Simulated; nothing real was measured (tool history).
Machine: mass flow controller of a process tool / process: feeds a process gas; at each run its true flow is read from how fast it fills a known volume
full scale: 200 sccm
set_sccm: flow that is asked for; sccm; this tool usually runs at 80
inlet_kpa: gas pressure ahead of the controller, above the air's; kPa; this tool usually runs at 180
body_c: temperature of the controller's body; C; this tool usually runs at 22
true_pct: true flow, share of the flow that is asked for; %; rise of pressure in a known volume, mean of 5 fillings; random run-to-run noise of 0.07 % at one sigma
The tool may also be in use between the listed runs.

Run 1, hour 0: usual settings. Result: true_pct 98.2 %.
Run 2, hour 213.9: usual settings. Result: true_pct 98.14 %.
Run 3, hour 455.3: usual settings but body_c 26 C. Result: true_pct 97.98 %.
Run 4, hour 611.4: usual settings but inlet_kpa 258 kPa, body_c 26 C. Result: true_pct 98.4 %.
Run 5, hour 849.8: usual settings but inlet_kpa 258 kPa, body_c 26 C. Result: true_pct 98.26 %.
Run 6, hour 1041.5: usual settings but inlet_kpa 258 kPa, body_c 26 C. Result: true_pct 98.34 %.
Run 7, hour 1253.1: usual settings but inlet_kpa 258 kPa, body_c 26 C. Result: true_pct 98.34 %.
Run 8, hour 1417.4: usual settings but inlet_kpa 258 kPa, body_c 26 C. Result: true_pct 98.37 %.
Run 9, hour 1677.9: usual settings but set_sccm 127 sccm, inlet_kpa 258 kPa, body_c 26 C. Result: true_pct 99.21 %.
Run 10, hour 1816.4: usual settings but set_sccm 94 sccm, inlet_kpa 258 kPa, body_c 26 C. Result: true_pct 98.64 %.
Run 11, hour 2066.9: usual settings but set_sccm 94 sccm, inlet_kpa 258 kPa, body_c 26 C. Result: true_pct 98.7 %.
Run 12, hour 2184.4: usual settings but set_sccm 96 sccm, inlet_kpa 189 kPa, body_c 36 C. Result: true_pct 97.93 %.
Run 13, hour 2473.4: usual settings but set_sccm 96 sccm, inlet_kpa 189 kPa, body_c 36 C. Result: true_pct 97.92 %.
Run 14, hour 2695.5: usual settings but set_sccm 47 sccm, inlet_kpa 251 kPa, body_c 32 C. Result: true_pct 96.63 %.
Run 15, hour 2861.6: usual settings but set_sccm 32 sccm, inlet_kpa 164 kPa, body_c 29 C. Result: true_pct 94.8 %.
Run 16, hour 2999.6: usual settings but set_sccm 32 sccm, inlet_kpa 178 kPa, body_c 40 C. Result: true_pct 94.53 %.
Run 17, hour 3180.5: usual settings but set_sccm 32 sccm, inlet_kpa 178 kPa, body_c 40 C. Result: true_pct 94.33 %.
Run 18, hour 3299.7: usual settings but set_sccm 74 sccm, inlet_kpa 178 kPa, body_c 20 C. Result: true_pct 97.77 %.
Run 19, hour 3556.4: usual settings but set_sccm 30 sccm, inlet_kpa 152 kPa, body_c 29 C. Result: true_pct 94.1 %.
Run 20, hour 3827.6: usual settings but set_sccm 75 sccm, inlet_kpa 144 kPa, body_c 35 C. Result: true_pct 96.89 %.

Each row is a separate what-if for the run after 20, all from the same tool condition, not one after another. Results?
Run A, hour 3977.5: usual settings but body_c 32 C. Result: true_pct ?.
Run B, hour 3977.5: usual settings but inlet_kpa 231 kPa. Result: true_pct ?.
Run C, hour 3977.5: usual settings but set_sccm 185 sccm, inlet_kpa 174 kPa. Result: true_pct ?.
Run D, hour 3977.5: usual settings but set_sccm 62 sccm, body_c 32 C. Result: true_pct ?.

run  true_pct
  A     97.38
  B     98.09
  C     99.95
  D     96.62
The same runs, with their run-to-run variation unchanged, on a tool lacking any hidden condition would have given:
run  true_pct
  A     98.27
  B     98.97
  C     99.85
  D     98.01
